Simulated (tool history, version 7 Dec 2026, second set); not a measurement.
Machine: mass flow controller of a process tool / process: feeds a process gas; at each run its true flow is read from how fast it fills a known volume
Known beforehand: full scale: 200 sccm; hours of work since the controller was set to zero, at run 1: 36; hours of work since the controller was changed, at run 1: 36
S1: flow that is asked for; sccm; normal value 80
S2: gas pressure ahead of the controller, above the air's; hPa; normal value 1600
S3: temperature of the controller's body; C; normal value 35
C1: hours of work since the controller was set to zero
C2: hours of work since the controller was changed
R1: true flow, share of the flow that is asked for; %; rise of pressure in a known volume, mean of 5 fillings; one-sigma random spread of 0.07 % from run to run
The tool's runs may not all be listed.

| run | hour | S1 | S2 | S3 | C1 | C2 | R1 |
|---|---|---|---|---|---|---|---|
| 1 | 0.0 | 80 | 1600 | 35 | 36 | 36 | 98.27 |
| 2 | 45.9 | 80 | 1600 | 35 | 60 | 60 | 98.25 |
| 3 | 111.4 | 80 | 1600 | 35 | 95 | 95 | 98.26 |
| 4 | 156.2 | 80 | 1600 | 35 | 119 | 119 | 98.24 |
| 5 | 209.1 | 51 | 1600 | 35 | 147 | 147 | 98.01 |
| 6 | 260.5 | 51 | 1600 | 35 | 174 | 174 | 98.02 |
| 7 | 311.8 | 143 | 1600 | 35 | 201 | 201 | 99.21 |
| 8 | 355.6 | 96 | 1600 | 35 | 224 | 224 | 98.58 |
| 9 | 391.2 | 96 | 1600 | 35 | 243 | 243 | 98.68 |
| 10 | 438.4 | 96 | 1600 | 35 | 268 | 268 | 98.60 |
| 11 | 470.7 | 96 | 1600 | 35 | 285 | 285 | 98.60 |
| 12 | 506.8 | 130 | 2110 | 26 | 304 | 304 | 99.61 |
| 13 | 570.1 | 80 | 1600 | 30 | 338 | 338 | 98.77 |
| 14 | 608.4 | 148 | 2610 | 39 | 358 | 358 | 99.27 |
| 15 | 685.3 | 62 | 2640 | 39 | 399 | 399 | 98.16 |
| 16 | 754.6 | 165 | 1470 | 21 | 435 | 435 | 100.41 |
| 17 | 813.3 | 165 | 1470 | 21 | 466 | 466 | 100.06 |
| 18 | 866.6 | 51 | 1540 | 31 | 495 | 495 | 98.40 |
| 19 | 936.3 | 43 | 1510 | 35 | 531 | 531 | 97.98 |
| 20 | 979.5 | 60 | 1600 | 38 | 554 | 554 | 98.20 |
| 21 | 1027.4 | 60 | 1600 | 38 | 580 | 580 | 98.08 |
| 22 | 1084.7 | 60 | 1600 | 38 | 610 | 610 | 98.23 |

What if the next run were any one of these 5? Each begins from the tool's condition after run 22:
| A | 1120.7 | 111 | 1600 | 32 | 629 | 629 | ? |
| B | 1120.7 | 84 | 2530 | 39 | 629 | 629 | ? |
| C | 1120.7 | 24 | 1600 | 38 | 629 | 629 | ? |
| D | 1120.7 | 22 | 1660 | 20 | 629 | 629 | ? |
| E | 1120.7 | 60 | 1600 | 23 | 629 | 629 | ? |

| run | R1 |
|---|---|
| A | 99.17 |
| B | 98.64 |
| C | 97.39 |
| D | 98.26 |
| E | 99.01 |
With the hidden condition removed and each run's random variation left untouched, the same runs would have given:
| run | R1 |
|---|---|
| A | 98.46 |
| B | 97.97 |
| C | 97.12 |
| D | 98.05 |
| E | 98.40 |
